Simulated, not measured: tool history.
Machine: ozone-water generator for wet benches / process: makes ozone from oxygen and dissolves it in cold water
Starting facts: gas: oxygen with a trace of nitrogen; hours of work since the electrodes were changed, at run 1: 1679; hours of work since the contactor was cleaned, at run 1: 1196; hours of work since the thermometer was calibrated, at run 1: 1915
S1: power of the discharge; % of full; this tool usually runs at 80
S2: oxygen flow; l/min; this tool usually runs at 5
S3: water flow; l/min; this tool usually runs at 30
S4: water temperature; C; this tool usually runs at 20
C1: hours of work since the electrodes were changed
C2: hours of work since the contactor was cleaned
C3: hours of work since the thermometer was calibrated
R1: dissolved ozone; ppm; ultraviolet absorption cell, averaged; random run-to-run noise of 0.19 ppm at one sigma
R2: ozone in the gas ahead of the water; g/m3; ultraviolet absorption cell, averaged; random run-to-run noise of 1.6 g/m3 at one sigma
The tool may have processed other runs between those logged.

run,hour,S1,S2,S3,S4,C1,C2,C3,R1,R2
1,0,80,5,30,20,1679,1196,1915,24.1,274.5
2,55.8,80,5,30,20,1719,1236,1956,24,273.4
3,99.6,80,5,30,20,1751,1268,1987,23.9,275.4
4,135.9,80,5,30,20,1777,1294,2014,24.4,274.8
5,187,80,5,30,20,1814,1331,2051,24.2,275.7
6,239.3,80,5,22,20,1852,1369,2089,31.1,272.9
7,299,80,5,22,20,1896,1412,2132,30.9,270.1
8,355.5,80,5,22,20,1937,1453,2173,30.6,272.7
9,413.7,80,5,22,20,1979,1495,2215,30.9,272.8
10,474.7,80,3.19,30,20,2023,1540,2259,23.5,367.5
11,531.5,80,3.19,30,20,2064,1581,2300,23.4,367.3
12,564.9,80,3.19,30,20,2088,1605,2324,23.8,364.8
13,589.6,80,5,21,20,2106,1623,2342,31.6,267.7
14,644,80,4.63,30,20,2146,1662,2382,23.5,283.9
15,696.3,80,5,39,20,2184,1700,2420,18.4,268.3
16,734,80,5,39,20,2211,1728,2447,18.4,264.7
17,774.6,80,5,39,20,2240,1757,2476,18,267.1
18,829,80,6.04,41,20,2280,1796,2516,17.5,235.1
19,863.5,80,5,20,20,2305,1821,2541,32.2,265.7
# hour 881.2: water thermometer calibrated
20,915.7,80,5,22,12,2342,1859,25,32.9,263.8
21,946.1,55,4.64,19,18,2364,1881,47,26,211.3
22,973.2,78,4.7,34,25,2384,1900,67,19.1,270.2
23,1003.7,80,5,30,12,2406,1923,89,24.8,263.2
# hour 1011.4: contactor cleaned
24,1056.2,80,5,30,12,2441,32,124,25.4,263.1
25,1107.2,49,5.54,30,25,2478,69,161,15.4,171.3
26,1161.5,47,4.29,30,14,2517,109,200,16.7,196.3
27,1199.2,47,4.29,30,14,2545,136,227,16.9,195.4
28,1239.8,47,4.29,30,14,2574,165,257,17.1,195.8
29,1291.1,47,4.29,30,14,2611,203,294,16.8,195.6
30,1316.3,47,4.29,30,14,2629,221,312,17,195.3
31,1356.6,43,5,34,23,2659,250,342,13,165.7
32,1409.9,80,6.35,46,21,2697,289,380,15.2,218.3
33,1449.2,80,3.26,46,21,2726,317,409,14.6,346.3

Forecast each of these 3 alternatives for the next run:
A,1478.3,61,4.02,38,21,2747,338,430,?,?
B,1478.3,68,5.04,46,21,2747,338,430,?,?
C,1478.3,70,3.26,36,12,2747,338,430,?,?

run,R1,R2
A,15.2,246.3
B,13.5,229.8
C,18.4,312.3
Take away the tool's hidden state, keep each run's random variation, and the runs would have read:
run,R1,R2
A,17.6,284.7
B,16,269.1
C,21.8,367.3
